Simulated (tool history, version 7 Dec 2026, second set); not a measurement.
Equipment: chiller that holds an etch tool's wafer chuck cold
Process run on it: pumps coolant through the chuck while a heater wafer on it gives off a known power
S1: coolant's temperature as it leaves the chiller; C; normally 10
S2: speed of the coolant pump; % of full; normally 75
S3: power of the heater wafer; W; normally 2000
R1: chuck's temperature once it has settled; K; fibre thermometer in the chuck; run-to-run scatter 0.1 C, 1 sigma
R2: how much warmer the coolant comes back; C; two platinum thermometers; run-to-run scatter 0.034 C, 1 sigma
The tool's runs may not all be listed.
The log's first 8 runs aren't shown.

{"run": 9, "hour": 456.2, "S1": 10, "S2": 75, "S3": 2000, "R1": 302.65, "R2": 5.23}
{"run": 10, "hour": 509.1, "S1": 10, "S2": 84, "S3": 2000, "R1": 301.25, "R2": 4.73}
{"run": 11, "hour": 559.3, "S1": 10, "S2": 75, "S3": 2860, "R1": 311.45, "R2": 7.54}
{"run": 12, "hour": 634.7, "S1": 10, "S2": 75, "S3": 2860, "R1": 311.55, "R2": 7.54}
{"run": 13, "hour": 676.8, "S1": 10, "S2": 75, "S3": 2000, "R1": 303.05, "R2": 5.33}
{"run": 14, "hour": 744.1, "S1": 10, "S2": 75, "S3": 2000, "R1": 303.05, "R2": 5.38}
{"run": 15, "hour": 831.3, "S1": 10, "S2": 75, "S3": 2000, "R1": 303.25, "R2": 5.39}
{"hour": 840.9, "done": "coolant pump overhauled"}
{"run": 16, "hour": 919.0, "S1": 10, "S2": 75, "S3": 2000, "R1": 303.25, "R2": 5.38}
{"run": 17, "hour": 1000.4, "S1": 10, "S2": 75, "S3": 2452, "R1": 307.85, "R2": 6.55}
{"run": 18, "hour": 1057.6, "S1": 10, "S2": 75, "S3": 2452, "R1": 307.95, "R2": 6.59}
{"run": 19, "hour": 1120.0, "S1": 10, "S2": 81, "S3": 2564, "R1": 307.55, "R2": 6.31}
{"run": 20, "hour": 1184.4, "S1": 10, "S2": 81, "S3": 2564, "R1": 307.55, "R2": 6.32}
{"run": 21, "hour": 1270.6, "S1": 10, "S2": 81, "S3": 2564, "R1": 307.75, "R2": 6.32}
{"hour": 1281.9, "done": "coolant pump overhauled, once more"}
{"run": 22, "hour": 1323.1, "S1": 10, "S2": 81, "S3": 2564, "R1": 306.45, "R2": 5.93}
{"run": 23, "hour": 1396.8, "S1": 10, "S2": 81, "S3": 1092, "R1": 292.95, "R2": 2.51}
{"run": 24, "hour": 1438.6, "S1": 14, "S2": 75, "S3": 1817, "R1": 304.85, "R2": 4.59}
{"run": 25, "hour": 1486.2, "S1": 10, "S2": 94, "S3": 1790, "R1": 297.65, "R2": 3.54}
{"run": 26, "hour": 1541.0, "S1": 4, "S2": 75, "S3": 2073, "R1": 297.25, "R2": 5.24}
{"run": 27, "hour": 1581.0, "S1": 5, "S2": 93, "S3": 2355, "R1": 297.75, "R2": 4.7}

Run 28 is up next; what results do you expect?
{"run": 28, "hour": 1635.4, "S1": 5, "S2": 93, "S3": 2355, "R1": "?", "R2": "?"}

R1: 297.45 K
R2: 4.66 C
Without the tool's hidden state the same run would have given R1 296.85 K, R2 4.64 C.
